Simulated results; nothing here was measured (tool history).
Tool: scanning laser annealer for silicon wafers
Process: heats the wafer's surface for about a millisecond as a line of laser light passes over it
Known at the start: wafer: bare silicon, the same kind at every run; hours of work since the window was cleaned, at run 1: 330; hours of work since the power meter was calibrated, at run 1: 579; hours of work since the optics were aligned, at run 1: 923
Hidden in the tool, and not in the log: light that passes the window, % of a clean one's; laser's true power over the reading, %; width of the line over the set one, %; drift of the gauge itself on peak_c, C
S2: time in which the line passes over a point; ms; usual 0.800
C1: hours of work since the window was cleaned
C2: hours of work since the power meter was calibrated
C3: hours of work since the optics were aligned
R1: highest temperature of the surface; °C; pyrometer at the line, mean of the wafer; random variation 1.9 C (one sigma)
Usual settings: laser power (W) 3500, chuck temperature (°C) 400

run 1 hour=0.0 | laser_power_(W)=3500 S2=0.800 chuck_temperature_(°C)=400 | C1=330 C2=579 C3=923 | R1=1145
run 2 hour=16.5 | laser_power_(W)=3500 S2=0.800 chuck_temperature_(°C)=400 | C1=343 C2=591 C3=936 | R1=1147
run 3 hour=36.0 | laser_power_(W)=3500 S2=0.800 chuck_temperature_(°C)=400 | C1=357 C2=606 C3=950 | R1=1146
run 4 hour=54.4 | laser_power_(W)=3500 S2=0.800 chuck_temperature_(°C)=400 | C1=371 C2=620 C3=964 | R1=1143
run 5 hour=72.5 | laser_power_(W)=3500 S2=0.800 chuck_temperature_(°C)=393 | C1=385 C2=633 C3=978 | R1=1132
run 6 hour=94.1 | laser_power_(W)=3500 S2=0.800 chuck_temperature_(°C)=393 | C1=401 C2=650 C3=994 | R1=1134
run 7 hour=107.9 | laser_power_(W)=3500 S2=0.800 chuck_temperature_(°C)=393 | C1=411 C2=660 C3=1005 | R1=1130
run 8 hour=126.8 | laser_power_(W)=3500 S2=0.565 chuck_temperature_(°C)=400 | C1=426 C2=674 C3=1019 | R1=1027
run 9 hour=145.4 | laser_power_(W)=3500 S2=0.800 chuck_temperature_(°C)=400 | C1=440 C2=688 C3=1033 | R1=1135
run 10 hour=156.2 | laser_power_(W)=3265 S2=0.800 chuck_temperature_(°C)=400 | C1=448 C2=696 C3=1041 | R1=1082
run 11 hour=168.2 | laser_power_(W)=3265 S2=0.800 chuck_temperature_(°C)=400 | C1=457 C2=705 C3=1050 | R1=1084
run 12 hour=185.6 | laser_power_(W)=3500 S2=0.800 chuck_temperature_(°C)=400 | C1=470 C2=719 C3=1063 | R1=1133
run 13 hour=203.8 | laser_power_(W)=3500 S2=0.800 chuck_temperature_(°C)=400 | C1=484 C2=732 C3=1077 | R1=1130
-- hour=209.1 window over the wafer cleaned
run 14 hour=222.6 | laser_power_(W)=3500 S2=0.800 chuck_temperature_(°C)=400 | C1=10 C2=745 C3=1090 | R1=1179
run 15 hour=243.7 | laser_power_(W)=3406 S2=0.800 chuck_temperature_(°C)=400 | C1=26 C2=761 C3=1105 | R1=1152
run 16 hour=260.5 | laser_power_(W)=3500 S2=0.800 chuck_temperature_(°C)=407 | C1=39 C2=773 C3=1118 | R1=1180
run 17 hour=281.6 | laser_power_(W)=3500 S2=0.800 chuck_temperature_(°C)=407 | C1=55 C2=789 C3=1134 | R1=1179
run 18 hour=296.9 | laser_power_(W)=3500 S2=0.800 chuck_temperature_(°C)=407 | C1=66 C2=801 C3=1146 | R1=1182
run 19 hour=313.6 | laser_power_(W)=3500 S2=0.800 chuck_temperature_(°C)=407 | C1=79 C2=814 C3=1158 | R1=1176
run 20 hour=325.5 | laser_power_(W)=3500 S2=0.800 chuck_temperature_(°C)=407 | C1=88 C2=822 C3=1167 | R1=1174
run 21 hour=339.1 | laser_power_(W)=3500 S2=0.614 chuck_temperature_(°C)=407 | C1=98 C2=833 C3=1177 | R1=1085
run 22 hour=351.8 | laser_power_(W)=3365 S2=0.995 chuck_temperature_(°C)=396 | C1=108 C2=842 C3=1187 | R1=1211
-- hour=357.8 optics aligned, line set to its width
run 23 hour=375.8 | laser_power_(W)=3825 S2=0.800 chuck_temperature_(°C)=418 | C1=122 C2=857 C3=14 | R1=1251
-- hour=394.4 optics aligned, line set to its width, once more
run 24 hour=398.7 | laser_power_(W)=3282 S2=0.798 chuck_temperature_(°C)=376 | C1=135 C2=870 C3=3 | R1=1097
run 25 hour=411.0 | laser_power_(W)=2978 S2=0.800 chuck_temperature_(°C)=400 | C1=145 C2=879 C3=12 | R1=1053
run 26 hour=425.3 | laser_power_(W)=2978 S2=0.800 chuck_temperature_(°C)=400 | C1=155 C2=890 C3=23 | R1=1051
run 27 hour=442.5 | laser_power_(W)=3489 S2=0.694 chuck_temperature_(°C)=361 | C1=168 C2=903 C3=36 | R1=1079
run 28 hour=463.6 | laser_power_(W)=3489 S2=0.694 chuck_temperature_(°C)=361 | C1=184 C2=919 C3=52 | R1=1076
run 29 hour=474.9 | laser_power_(W)=3458 S2=0.800 chuck_temperature_(°C)=376 | C1=193 C2=928 C3=61 | R1=1134
run 30 hour=496.2 | laser_power_(W)=3458 S2=0.639 chuck_temperature_(°C)=376 | C1=209 C2=944 C3=77 | R1=1055
run 31 hour=507.5 | laser_power_(W)=3458 S2=0.639 chuck_temperature_(°C)=376 | C1=217 C2=952 C3=85 | R1=1054
run 32 hour=520.4 | laser_power_(W)=3458 S2=0.639 chuck_temperature_(°C)=376 | C1=227 C2=962 C3=95 | R1=1058
run 33 hour=540.2 | laser_power_(W)=3431 S2=0.992 chuck_temperature_(°C)=400 | C1=242 C2=977 C3=110 | R1=1227
run 34 hour=549.7 | laser_power_(W)=3431 S2=0.644 chuck_temperature_(°C)=411 | C1=249 C2=984 C3=117 | R1=1082
run 35 hour=567.0 | laser_power_(W)=3418 S2=0.571 chuck_temperature_(°C)=425 | C1=262 C2=997 C3=130 | R1=1058
run 36 hour=585.6 | laser_power_(W)=3685 S2=0.684 chuck_temperature_(°C)=408 | C1=276 C2=1011 C3=144 | R1=1153
run 37 hour=603.1 | laser_power_(W)=3685 S2=0.684 chuck_temperature_(°C)=408 | C1=289 C2=1024 C3=157 | R1=1149
run 38 hour=613.6 | laser_power_(W)=3204 S2=0.643 chuck_temperature_(°C)=372 | C1=297 C2=1032 C3=165 | R1=993
run 39 hour=636.0 | laser_power_(W)=3716 S2=0.643 chuck_temperature_(°C)=439 | C1=314 C2=1049 C3=182 | R1=1160
run 40 hour=657.6 | laser_power_(W)=3626 S2=0.812 chuck_temperature_(°C)=421 | C1=330 C2=1065 C3=198 | R1=1205

Forecast each of these 5 alternatives for the next run:
run A hour=666.6 | laser_power_(W)=3795 S2=0.766 chuck_temperature_(°C)=405 | C1=337 C2=1072 C3=205 | R1=?
run B hour=666.6 | laser_power_(W)=3017 S2=0.562 chuck_temperature_(°C)=393 | C1=337 C2=1072 C3=205 | R1=?
run C hour=666.6 | laser_power_(W)=3146 S2=0.638 chuck_temperature_(°C)=433 | C1=337 C2=1072 C3=205 | R1=?
run D hour=666.6 | laser_power_(W)=3773 S2=0.939 chuck_temperature_(°C)=367 | C1=337 C2=1072 C3=205 | R1=?
run E hour=666.6 | laser_power_(W)=3774 S2=0.629 chuck_temperature_(°C)=400 | C1=337 C2=1072 C3=205 | R1=?

run=A R1=1203
run=B R1=938
run=C R1=1036
run=D R1=1241
run=E R1=1124
Without the tool's hidden state the same runs would have given:
run=A R1=1244
run=B R1=966
run=C R1=1067
run=D R1=1285
run=E R1=1161
